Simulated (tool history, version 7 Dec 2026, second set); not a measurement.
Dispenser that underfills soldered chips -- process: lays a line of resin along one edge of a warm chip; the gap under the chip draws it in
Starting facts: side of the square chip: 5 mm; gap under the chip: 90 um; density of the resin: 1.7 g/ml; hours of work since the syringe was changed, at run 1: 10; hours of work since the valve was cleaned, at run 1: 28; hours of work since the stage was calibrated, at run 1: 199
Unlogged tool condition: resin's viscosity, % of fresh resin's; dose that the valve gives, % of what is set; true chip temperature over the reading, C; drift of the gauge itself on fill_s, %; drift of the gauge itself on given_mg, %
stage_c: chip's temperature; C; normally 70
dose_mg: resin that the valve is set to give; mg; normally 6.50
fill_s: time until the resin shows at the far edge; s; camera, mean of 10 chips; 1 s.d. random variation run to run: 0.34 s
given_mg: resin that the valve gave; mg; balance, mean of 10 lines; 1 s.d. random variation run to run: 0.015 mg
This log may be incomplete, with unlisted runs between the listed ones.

run	day	stage_c	dose_mg	hours of work since the syringe was changed	hours of work since the valve was cleaned	hours of work since the stage was calibrated	fill_s	given_mg
1	0.000	70	6.50	10	28	199	29.0	6.45
# day 0.079: new syringe of resin
2	0.179	70	7.09	1	30	202	17.4	7.03
3	0.504	70	7.09	6	35	207	23.9	6.99
4	0.692	70	7.09	9	38	210	28.0	7.01
# day 0.808: new syringe of resin
5	0.858	70	7.35	1	40	212	16.2	7.27
6	1.062	70	7.35	4	43	215	19.6	7.24
7	1.342	70	7.35	8	48	219	26.5	7.24
# day 1.529: new syringe of resin
8	1.533	70	7.35	0	50	222	15.6	7.22
9	1.692	70	6.44	2	53	224	18.4	6.29
10	1.954	59	6.44	6	56	228	38.7	6.31
# day 2.267: new syringe of resin
11	2.296	59	6.44	0	61	233	25.8	6.31
12	2.483	75	6.50	3	64	236	15.4	6.35
13	2.808	70	6.50	8	69	240	26.1	6.35
# day 3.012: new syringe of resin
14	3.142	57	6.50	2	74	245	30.2	6.33
15	3.292	70	6.50	4	76	247	20.3	6.34
16	3.600	70	6.50	9	81	252	26.5	6.32
# day 3.729: new syringe of resin
17	3.925	55	8.11	3	85	257	34.7	7.87
18	4.233	55	8.11	7	90	261	46.0	7.85
# day 4.467: new syringe of resin
19	4.554	70	6.83	1	94	266	16.7	6.60
20	4.854	81	5.96	6	99	270	14.6	5.71
21	5.079	81	5.96	9	102	274	17.4	5.74
# day 5.138: dispensing valve cleaned and set on the balance
# day 5.242: new syringe of resin
22	5.383	56	7.08	2	3	278	32.0	7.06
23	5.562	68	6.19	5	6	280	22.2	6.15
24	5.846	61	5.73	9	10	284	42.1	5.69
# day 5.967: new syringe of resin
25	6.154	61	5.73	3	15	289	27.5	5.69
26	6.417	61	5.73	7	19	293	36.4	5.61
# day 6.704: new syringe of resin
27	6.708	80	7.01	0	23	297	10.3	6.91
28	6.946	84	6.25	4	26	300	11.0	6.14
29	7.158	84	6.25	7	30	304	13.4	6.14

What if the next run were any one of these 3? Each begins from the tool's condition after run 29:
# day 7.421: new syringe of resin
A	7.475	66	6.01	1	34	308	?	?
# day 7.421: new syringe of resin
B	7.475	77	6.50	1	34	308	?	?
# day 7.421: new syringe of resin
C	7.475	73	8.48	1	34	308	?	?

run	fill_s	given_mg
A	19.0	5.89
B	12.0	6.37
C	13.4	8.31
Had the tool no hidden state, the same runs would have come out as:
run	fill_s	given_mg
A	20.0	6.00
B	12.6	6.49
C	14.1	8.46
